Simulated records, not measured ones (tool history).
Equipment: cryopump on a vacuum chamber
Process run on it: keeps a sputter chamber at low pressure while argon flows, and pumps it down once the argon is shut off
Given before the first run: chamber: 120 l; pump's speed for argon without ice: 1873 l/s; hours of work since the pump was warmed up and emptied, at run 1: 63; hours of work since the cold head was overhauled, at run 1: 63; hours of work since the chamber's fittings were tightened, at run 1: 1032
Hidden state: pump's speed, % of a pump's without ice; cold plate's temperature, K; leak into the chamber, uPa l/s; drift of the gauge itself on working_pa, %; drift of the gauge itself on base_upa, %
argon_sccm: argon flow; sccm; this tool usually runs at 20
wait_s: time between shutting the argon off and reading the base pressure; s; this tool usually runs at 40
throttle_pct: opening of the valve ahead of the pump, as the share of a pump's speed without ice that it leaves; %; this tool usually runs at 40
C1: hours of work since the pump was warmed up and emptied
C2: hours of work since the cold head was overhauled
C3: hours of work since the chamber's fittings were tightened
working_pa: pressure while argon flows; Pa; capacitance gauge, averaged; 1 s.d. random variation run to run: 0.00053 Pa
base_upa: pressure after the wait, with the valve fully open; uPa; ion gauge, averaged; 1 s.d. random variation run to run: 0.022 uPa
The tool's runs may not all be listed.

Run 1, hour 0.0: usual settings; C1 63; C2 63; C3 1032. Result: working_pa 0.0461 Pa, base_upa 0.70 uPa.
Run 2, hour 78.4: usual settings; C1 101; C2 101; C3 1070. Result: working_pa 0.0470 Pa, base_upa 0.66 uPa.
Run 3, hour 139.3: usual settings but throttle_pct 44 %; C1 131; C2 131; C3 1100. Result: working_pa 0.0421 Pa, base_upa 0.71 uPa.
Run 4, hour 237.1: usual settings but throttle_pct 19 %; C1 178; C2 178; C3 1147. Result: working_pa 0.0972 Pa, base_upa 0.73 uPa.
Run 5, hour 329.2: usual settings; C1 223; C2 223; C3 1192. Result: working_pa 0.0470 Pa, base_upa 0.70 uPa.
Run 6, hour 450.8: usual settings; C1 283; C2 283; C3 1251. Result: working_pa 0.0467 Pa, base_upa 0.77 uPa.
Run 7, hour 546.5: usual settings; C1 329; C2 329; C3 1298. Result: working_pa 0.0477 Pa, base_upa 0.75 uPa.
Run 8, hour 614.4: usual settings but wait_s 36 s; C1 362; C2 362; C3 1331. Result: working_pa 0.0473 Pa, base_upa 0.79 uPa.
Run 9, hour 735.3: usual settings but throttle_pct 29 %; C1 421; C2 421; C3 1390. Result: working_pa 0.0658 Pa, base_upa 0.75 uPa.
Run 10, hour 840.3: usual settings but throttle_pct 29 %; C1 472; C2 472; C3 1441. Result: working_pa 0.0664 Pa, base_upa 0.77 uPa.
Run 11, hour 913.3: usual settings but wait_s 23 s; C1 508; C2 508; C3 1477. Result: working_pa 0.0496 Pa, base_upa 1.12 uPa.
Run 12, hour 1003.5: usual settings but wait_s 23 s; C1 552; C2 552; C3 1521. Result: working_pa 0.0501 Pa, base_upa 1.11 uPa.
Run 13, hour 1106.4: usual settings but argon_sccm 25 sccm; C1 602; C2 602; C3 1571. Result: working_pa 0.0627 Pa, base_upa 0.76 uPa.
Run 14, hour 1215.1: usual settings but throttle_pct 49 %; C1 655; C2 655; C3 1624. Result: working_pa 0.0428 Pa, base_upa 0.79 uPa.
Run 15, hour 1268.7: usual settings; C1 681; C2 681; C3 1650. Result: working_pa 0.0509 Pa, base_upa 0.86 uPa.
Run 16, hour 1375.9: usual settings; C1 733; C2 733; C3 1702. Result: working_pa 0.0520 Pa, base_upa 0.88 uPa.
Run 17, hour 1492.0: usual settings but throttle_pct 45 %; C1 790; C2 790; C3 1759. Result: working_pa 0.0479 Pa, base_upa 0.87 uPa.
Run 18, hour 1567.8: usual settings but argon_sccm 12 sccm, wait_s 189 s, throttle_pct 17 %; C1 827; C2 827; C3 1796. Result: working_pa 0.0687 Pa, base_upa 0.56 uPa.
Run 19, hour 1626.6: usual settings but wait_s 137 s, throttle_pct 21 %; C1 856; C2 856; C3 1825. Result: working_pa 0.0938 Pa, base_upa 0.58 uPa.
At hour 1705.7: pump warmed up, emptied and cooled again.
Run 20, hour 1705.7: usual settings but argon_sccm 27 sccm, wait_s 233 s; C1 0; C2 892; C3 1861. Result: working_pa 0.0616 Pa, base_upa 0.41 uPa.
Run 21, hour 1800.1: usual settings but argon_sccm 17 sccm, wait_s 243 s, throttle_pct 50 %; C1 46; C2 938; C3 1907. Result: working_pa 0.0309 Pa, base_upa 0.45 uPa.
Run 22, hour 1854.6: usual settings but argon_sccm 10 sccm, throttle_pct 27 %; C1 73; C2 964; C3 1933. Result: working_pa 0.0343 Pa, base_upa 0.76 uPa.
Run 23, hour 1974.1: usual settings but argon_sccm 10 sccm, throttle_pct 27 %; C1 131; C2 1023; C3 1992. Result: working_pa 0.0343 Pa, base_upa 0.81 uPa.
Run 24, hour 2026.8: usual settings but argon_sccm 24 sccm, wait_s 42 s, throttle_pct 25 %; C1 156; C2 1048; C3 2017. Result: working_pa 0.0899 Pa, base_upa 0.73 uPa.
Run 25, hour 2147.5: usual settings but argon_sccm 24 sccm, wait_s 42 s, throttle_pct 25 %; C1 215; C2 1107; C3 2076. Result: working_pa 0.0892 Pa, base_upa 0.78 uPa.
Run 26, hour 2213.0: usual settings but argon_sccm 24 sccm, wait_s 42 s, throttle_pct 25 %; C1 247; C2 1139; C3 2108. Result: working_pa 0.0895 Pa, base_upa 0.81 uPa.
Run 27, hour 2312.5: usual settings but argon_sccm 24 sccm, wait_s 42 s, throttle_pct 25 %; C1 296; C2 1188; C3 2156. Result: working_pa 0.0903 Pa, base_upa 0.79 uPa.
Run 28, hour 2395.5: usual settings but wait_s 29 s; C1 336; C2 1228; C3 2197. Result: working_pa 0.0476 Pa, base_upa 0.99 uPa.
Run 29, hour 2487.6: usual settings but throttle_pct 37 %; C1 381; C2 1273; C3 2242. Result: working_pa 0.0524 Pa, base_upa 0.83 uPa.
Run 30, hour 2555.3: usual settings but throttle_pct 37 %; C1 414; C2 1306; C3 2275. Result: working_pa 0.0521 Pa, base_upa 0.87 uPa.
Run 31, hour 2609.8: usual settings but throttle_pct 37 %; C1 441; C2 1332; C3 2301. Result: working_pa 0.0523 Pa, base_upa 0.86 uPa.
Run 32, hour 2709.8: usual settings but argon_sccm 40 sccm, wait_s 72 s, throttle_pct 37 %; C1 489; C2 1381; C3 2350. Result: working_pa 0.1051 Pa, base_upa 0.69 uPa.
Run 33, hour 2778.4: usual settings but throttle_pct 59 %; C1 523; C2 1415; C3 2384. Result: working_pa 0.0350 Pa, base_upa 0.90 uPa.
Run 34, hour 2874.4: usual settings but argon_sccm 35 sccm, wait_s 52 s; C1 570; C2 1461; C3 2430. Result: working_pa 0.0869 Pa, base_upa 0.79 uPa.

Alternative continuations, all from the tool just after run 34; predict every row:
Run A, hour 2959.3: usual settings but argon_sccm 13 sccm, wait_s 90 s, throttle_pct 57 %; C1 611; C2 1503; C3 2472. Result: working_pa ?, base_upa ?.
Run B, hour 2959.3: usual settings but argon_sccm 35 sccm, wait_s 84 s, throttle_pct 33 %; C1 611; C2 1503; C3 2472. Result: working_pa ?, base_upa ?.
Run C, hour 2959.3: usual settings; C1 611; C2 1503; C3 2472. Result: working_pa ?, base_upa ?.

run  working_pa  base_upa
  A      0.0237      0.68
  B      0.1036      0.75
  C      0.0507      0.92
Stripped of hidden state, with their random variation kept, the same runs would have yielded:
run  working_pa  base_upa
  A      0.0203      0.35
  B      0.0945      0.41
  C      0.0455      0.57

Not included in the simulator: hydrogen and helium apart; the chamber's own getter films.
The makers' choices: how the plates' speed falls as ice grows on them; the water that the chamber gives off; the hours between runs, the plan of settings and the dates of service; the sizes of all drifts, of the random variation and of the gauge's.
